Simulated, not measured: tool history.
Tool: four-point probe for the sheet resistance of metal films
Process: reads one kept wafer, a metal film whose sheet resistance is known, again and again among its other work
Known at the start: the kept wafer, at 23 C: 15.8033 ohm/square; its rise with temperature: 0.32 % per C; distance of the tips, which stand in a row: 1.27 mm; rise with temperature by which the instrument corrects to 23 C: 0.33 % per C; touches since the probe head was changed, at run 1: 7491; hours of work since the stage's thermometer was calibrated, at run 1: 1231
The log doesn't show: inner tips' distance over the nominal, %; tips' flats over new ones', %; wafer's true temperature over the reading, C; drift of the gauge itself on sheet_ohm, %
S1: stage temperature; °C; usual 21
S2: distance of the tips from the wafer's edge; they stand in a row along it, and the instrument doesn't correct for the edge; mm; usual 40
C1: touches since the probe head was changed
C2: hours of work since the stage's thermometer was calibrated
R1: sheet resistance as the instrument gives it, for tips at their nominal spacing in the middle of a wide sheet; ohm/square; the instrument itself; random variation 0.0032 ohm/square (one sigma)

Run 1, hour 0: usual settings; C1 7491; C2 1231. Result: R1 15.719753 ohm/square.
Run 2, hour 119.4: usual settings; C1 11563; C2 1281. Result: R1 15.710846 ohm/square.
Run 3, hour 214.9: usual settings; C1 14821; C2 1321. Result: R1 15.704119 ohm/square.
At hour 267: stage's thermometer calibrated.
Run 4, hour 299.4: usual settings; C1 17688; C2 14. Result: R1 15.720292 ohm/square.
Run 5, hour 392.2: usual settings; C1 20852; C2 52. Result: R1 15.714267 ohm/square.
Run 6, hour 484.9: usual settings but S1 20 °C; C1 24015; C2 91. Result: R1 15.711995 ohm/square.
Run 7, hour 594.4: usual settings but S1 34 °C; C1 27750; C2 137. Result: R1 15.677514 ohm/square.
Run 8, hour 713.5: usual settings but S1 34 °C, S2 57 mm; C1 31813; C2 186. Result: R1 15.66517 ohm/square.
Run 9, hour 832.2: usual settings but S1 34 °C, S2 57 mm; C1 35862; C2 236. Result: R1 15.660397 ohm/square.
Run 10, hour 938.1: usual settings but S1 34 °C, S2 57 mm; C1 39478; C2 280. Result: R1 15.647075 ohm/square.
Run 11, hour 1020: usual settings but S1 34 °C, S2 57 mm; C1 42269; C2 314. Result: R1 15.638375 ohm/square.
Run 12, hour 1101.3: usual settings but S1 34 °C, S2 57 mm; C1 45042; C2 348. Result: R1 15.626435 ohm/square.
Run 13, hour 1222.2: usual settings; C1 49168; C2 399. Result: R1 15.640152 ohm/square.
Run 14, hour 1295.8: usual settings but S2 29 mm; C1 51678; C2 429. Result: R1 15.637763 ohm/square.
Run 15, hour 1427.4: usual settings but S2 31 mm; C1 56169; C2 484. Result: R1 15.629988 ohm/square.
Run 16, hour 1487.7: usual settings but S2 31 mm; C1 58224; C2 510. Result: R1 15.618355 ohm/square.
Run 17, hour 1546.8: usual settings but S2 63 mm; C1 60241; C2 534. Result: R1 15.605443 ohm/square.
Run 18, hour 1679: usual settings but S2 63 mm; C1 64750; C2 589. Result: R1 15.594061 ohm/square.
Run 19, hour 1735.3: usual settings but S2 63 mm; C1 66672; C2 613. Result: R1 15.588749 ohm/square.
Run 20, hour 1816.6: usual settings but S2 63 mm; C1 69444; C2 647. Result: R1 15.579622 ohm/square.
Run 21, hour 1886.4: usual settings but S1 30 °C; C1 71826; C2 676. Result: R1 15.569081 ohm/square.
Run 22, hour 2012.5: usual settings but S1 30 °C; C1 76129; C2 729. Result: R1 15.554588 ohm/square.
Run 23, hour 2076.5: usual settings but S1 33 °C, S2 46 mm; C1 78310; C2 755. Result: R1 15.550815 ohm/square.
Run 24, hour 2149: usual settings but S1 33 °C, S2 46 mm; C1 80783; C2 786. Result: R1 15.53599 ohm/square.
Run 25, hour 2218.9: usual settings but S1 20 °C, S2 5 mm; C1 83169; C2 815. Result: R1 16.057857 ohm/square.
Run 26, hour 2276.6: usual settings but S1 20 °C, S2 5 mm; C1 85138; C2 839. Result: R1 16.062182 ohm/square.
Run 27, hour 2410.5: usual settings but S1 32 °C, S2 33 mm; C1 89703; C2 895. Result: R1 15.521078 ohm/square.
Run 28, hour 2473.7: usual settings but S1 31 °C, S2 27 mm; C1 91862; C2 921. Result: R1 15.523126 ohm/square.
Run 29, hour 2591.4: usual settings but S1 30 °C, S2 27 mm; C1 95875; C2 970. Result: R1 15.513874 ohm/square.
Run 30, hour 2679.5: usual settings but S1 20 °C, S2 4 mm; C1 98882; C2 1007. Result: R1 16.294764 ohm/square.
At hour 2712.7: new probe head fitted.
Run 31, hour 2771.6: usual settings but S1 29 °C, S2 4 mm; C1 2011; C2 1045. Result: R1 16.555828 ohm/square.
Run 32, hour 2868.3: usual settings but S1 29 °C, S2 4 mm; C1 5310; C2 1086. Result: R1 16.547326 ohm/square.
Run 33, hour 2982.3: usual settings but S1 19 °C, S2 46 mm; C1 9199; C2 1133. Result: R1 15.746897 ohm/square.
Run 34, hour 3104.3: usual settings but S1 27 °C, S2 73 mm; C1 13361; C2 1184. Result: R1 15.719318 ohm/square.
Run 35, hour 3196.1: usual settings but S1 24 °C, S2 7 mm; C1 16492; C2 1222. Result: R1 15.982592 ohm/square.
Run 36, hour 3309.5: usual settings but S1 31 °C, S2 4 mm; C1 20361; C2 1270. Result: R1 16.495527 ohm/square.
Run 37, hour 3429.2: usual settings but S1 31 °C, S2 4 mm; C1 24444; C2 1320. Result: R1 16.484942 ohm/square.
At hour 3483.2: stage's thermometer calibrated.
Run 38, hour 3536.1: usual settings but S1 28 °C, S2 46 mm; C1 28073; C2 22. Result: R1 15.711064 ohm/square.
Run 39, hour 3632.1: usual settings but S1 28 °C, S2 46 mm; C1 31348; C2 62. Result: R1 15.710506 ohm/square.
Run 40, hour 3763.2: usual settings but S1 28 °C, S2 46 mm; C1 35820; C2 117. Result: R1 15.693094 ohm/square.
Run 41, hour 3877.4: usual settings but S1 27 °C, S2 17 mm; C1 39715; C2 165. Result: R1 15.721691 ohm/square.
Run 42, hour 3977.1: usual settings but S1 29 °C, S2 17 mm; C1 43118; C2 206. Result: R1 15.70998 ohm/square.
Run 43, hour 4100: usual settings but S1 28 °C, S2 20 mm; C1 47310; C2 258. Result: R1 15.683364 ohm/square.
Run 44, hour 4232.1: usual settings but S1 22 °C, S2 3 mm; C1 51817; C2 313. Result: R1 17.019121 ohm/square.

Measured less the same run without the tool's hidden state. The same run-to-run variation is in both; the gauge's scatter may not be:
run         R1
  1   -0.09034
  2  -0.101277
  3  -0.108947
  4  -0.093601
  5  -0.101955
  6  -0.110031
  7  -0.119407
  8  -0.129615
  9  -0.140245
 10  -0.149935
 11  -0.156972
 12  -0.163939
 13  -0.175142
 14  -0.181247
 15  -0.193274
 16  -0.198519
 17  -0.204014
 18  -0.215526
 19  -0.220586
 20  -0.228374
 21  -0.234091
 22  -0.245574
 23  -0.251595
 24  -0.257705
 25  -0.272669
 26  -0.278012
 27  -0.281233
 28  -0.286424
 29   -0.29647
 30  -0.319423
 31   -0.05389
 32  -0.063482
 33  -0.072362
 34   -0.08243
 35   -0.09244
 36   -0.10499
 37  -0.115357
 38  -0.093151
 39  -0.102847
 40   -0.11428
 41  -0.124393
 42  -0.133775
 43  -0.144169
 44  -0.167487

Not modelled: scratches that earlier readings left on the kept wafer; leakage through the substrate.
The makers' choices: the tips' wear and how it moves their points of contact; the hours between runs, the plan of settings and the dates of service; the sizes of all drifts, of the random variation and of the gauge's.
